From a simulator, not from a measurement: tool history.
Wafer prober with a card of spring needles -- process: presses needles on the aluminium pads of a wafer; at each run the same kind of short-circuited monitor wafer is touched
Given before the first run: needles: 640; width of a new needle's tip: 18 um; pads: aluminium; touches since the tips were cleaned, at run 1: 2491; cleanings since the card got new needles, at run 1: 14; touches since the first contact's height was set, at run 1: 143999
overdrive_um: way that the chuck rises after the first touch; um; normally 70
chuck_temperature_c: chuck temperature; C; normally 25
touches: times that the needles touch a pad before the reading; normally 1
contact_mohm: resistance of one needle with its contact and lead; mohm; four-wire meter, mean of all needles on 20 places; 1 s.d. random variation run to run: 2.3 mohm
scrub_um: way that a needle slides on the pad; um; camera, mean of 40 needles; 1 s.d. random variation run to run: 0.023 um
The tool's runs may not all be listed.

| run | hour | overdrive_um | chuck_temperature_c | touches | touches since the tips were cleaned | cleanings since the card got new needles | touches since the first contact's height was set | contact_mohm | scrub_um |
|---|---|---|---|---|---|---|---|---|---|
| 1 | 0.0 | 70 | 25 | 1 | 2491 | 14 | 143999 | 311 | 10.42 |
| 2 | 9.3 | 70 | 25 | 1 | 6617 | 14 | 148125 | 330 | 10.36 |
|  | 14.7 | tips cleaned on abrasive film |
| 3 | 17.3 | 77 | 25 | 1 | 1129 | 15 | 151583 | 284 | 11.41 |
| 4 | 26.6 | 77 | 25 | 1 | 5242 | 15 | 155696 | 317 | 11.40 |
| 5 | 33.5 | 77 | 25 | 1 | 8331 | 15 | 158785 | 320 | 11.39 |
|  | 34.5 | tips cleaned on abrasive film |
| 6 | 39.9 | 77 | 25 | 1 | 2396 | 16 | 161574 | 300 | 11.41 |
| 7 | 50.4 | 77 | 25 | 1 | 7007 | 16 | 166185 | 323 | 11.47 |
|  | 54.4 | tips cleaned on abrasive film |
| 8 | 56.0 | 70 | 25 | 1 | 687 | 17 | 168617 | 279 | 10.40 |
| 9 | 64.5 | 70 | 25 | 1 | 4450 | 17 | 172380 | 327 | 10.35 |
|  | 74.2 | tips cleaned on abrasive film |
| 10 | 75.5 | 70 | 25 | 1 | 563 | 18 | 177210 | 280 | 10.27 |
|  | 76.7 | height of the first contact set anew |
| 11 | 84.4 | 70 | 25 | 1 | 4345 | 18 | 3381 | 325 | 10.30 |
| 12 | 90.6 | 57 | 25 | 1 | 7086 | 18 | 6122 | 365 | 8.31 |
|  | 94.4 | tips cleaned on abrasive film |
| 13 | 97.7 | 79 | 86 | 1 | 1485 | 19 | 9249 | 299 | 11.62 |
| 14 | 104.9 | 79 | 86 | 1 | 4664 | 19 | 12428 | 329 | 11.68 |
| 15 | 112.2 | 64 | 29 | 1 | 7881 | 19 | 15645 | 342 | 9.37 |
|  | 114.1 | tips cleaned on abrasive film |
| 16 | 119.7 | 55 | 125 | 2 | 2446 | 20 | 18903 | 336 | 8.01 |
| 17 | 131.1 | 55 | 125 | 2 | 7509 | 20 | 23966 | 351 | 8.00 |
|  | 134.4 | tips cleaned on abrasive film |
| 18 | 136.9 | 55 | 125 | 2 | 1073 | 21 | 26462 | 313 | 7.99 |
| 19 | 143.0 | 54 | 35 | 2 | 3770 | 21 | 29159 | 318 | 7.79 |
|  | 144.1 | height of the first contact set anew, once more |
| 20 | 150.7 | 70 | 41 | 1 | 7041 | 21 | 2901 | 334 | 10.53 |

Expected results for the next run?
|  | 154.7 | tips cleaned on abrasive film |
| 21 | 157.8 | 70 | 83 | 3 | 1389 | 22 | 6021 | ? | ? |

Run 21 gave contact_mohm 285 mohm, scrub_um 10.52 um.
Minus the tool's unlogged condition, the same run would have read contact_mohm 272 mohm, scrub_um 10.54 um.
